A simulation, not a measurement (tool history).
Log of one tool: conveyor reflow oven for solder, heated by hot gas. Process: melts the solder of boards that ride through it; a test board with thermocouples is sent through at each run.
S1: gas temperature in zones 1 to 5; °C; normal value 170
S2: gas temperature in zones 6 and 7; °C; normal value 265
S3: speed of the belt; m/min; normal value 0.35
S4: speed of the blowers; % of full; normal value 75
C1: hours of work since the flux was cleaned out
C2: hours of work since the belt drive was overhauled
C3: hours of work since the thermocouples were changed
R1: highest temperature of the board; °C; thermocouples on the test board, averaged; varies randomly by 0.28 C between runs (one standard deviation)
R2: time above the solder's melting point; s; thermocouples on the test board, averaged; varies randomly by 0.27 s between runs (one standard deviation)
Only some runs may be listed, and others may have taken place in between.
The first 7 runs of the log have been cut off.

run   hour   S1   S2     S3  S4   C1   C2   C3     R1     R2
  8    110  170  265   0.35  52  216  270  376  248.1   82.2
  9  127.9  170  265   0.35  75  225  279  385  253.8   91.8
 10  136.5  170  265   0.35  75  229  283  389  252.9   91.8
 11  151.9  179  265   0.35  75  237  291  396  254.6   97.9
 12  166.5  170  265   0.35  75  244  298  404  253.2   91.9
       173  -- flux residue cleaned out of gas plates and filters
 13  179.6  170  265   0.35  75    3  302  408  252.7   90.3
 14  188.1  170  265   0.35  75    7  306  412  252.6   90.4
 15  206.6  170  265   0.35  75   17  316  421  252.1   89.8
 16  225.2  170  253   0.35  75   26  325  430  241.3   77.1
       233  -- flux residue cleaned out of gas plates and filters, once more
 17  244.3  183  268  0.306  68    6  332  437  260.6  121.7
 18  256.4  185  266  0.306  57   12  338  443  256.7    118
 19  264.6  168  277   0.35  75   16  342  447  265.5  101.8
 20  283.9  170  254  0.359  75   25  351  457    244   79.6
 21  299.3  170  254  0.359  75   33  359  464  243.5   79.5
 22  314.5  170  259  0.363  66   40  366  472  246.5   79.6
 23  331.7  170  259  0.363  66   49  375  480  246.1   79.8
 24  343.1  170  265  0.327  75   54  380  486  255.8  102.2
 25  353.3  170  265  0.327  75   59  385  491  255.6  102.3
 26  369.3  170  265  0.327  75   67  393  499  255.8  102.7
 27  379.8  170  273  0.413  84   72  398  504    259   81.6
 28  399.1  170  273   0.35  75   82  408  513  261.8   99.3
 29  415.2  170  274   0.35  60   90  416  521  258.7   95.8
 30  434.1  170  267   0.35  90   99  425  531  258.2   98.6
 31    448  170  267   0.35  90  106  432  538  258.5   98.5
 32  466.6  170  265  0.394  75  115  441  547    251   77.7

Branching from run 32: 3 alternative next runs. What would each branch give?
  A  482.2  170  265  0.407  75  123  449  554   ?   ?
  B  482.2  183  265   0.35  56  123  449  554   ?   ?
  C  482.2  170  266  0.389  75  123  449  554   ?   ?

run     R1    R2
  A    250  73.8
  B  251.3  95.2
  C  251.5  80.2
Take away the tool's hidden state, keep each run's random variation, and the runs would have read:
run     R1    R2
  A  251.6  75.1
  B  252.5    96
  C    253  81.4
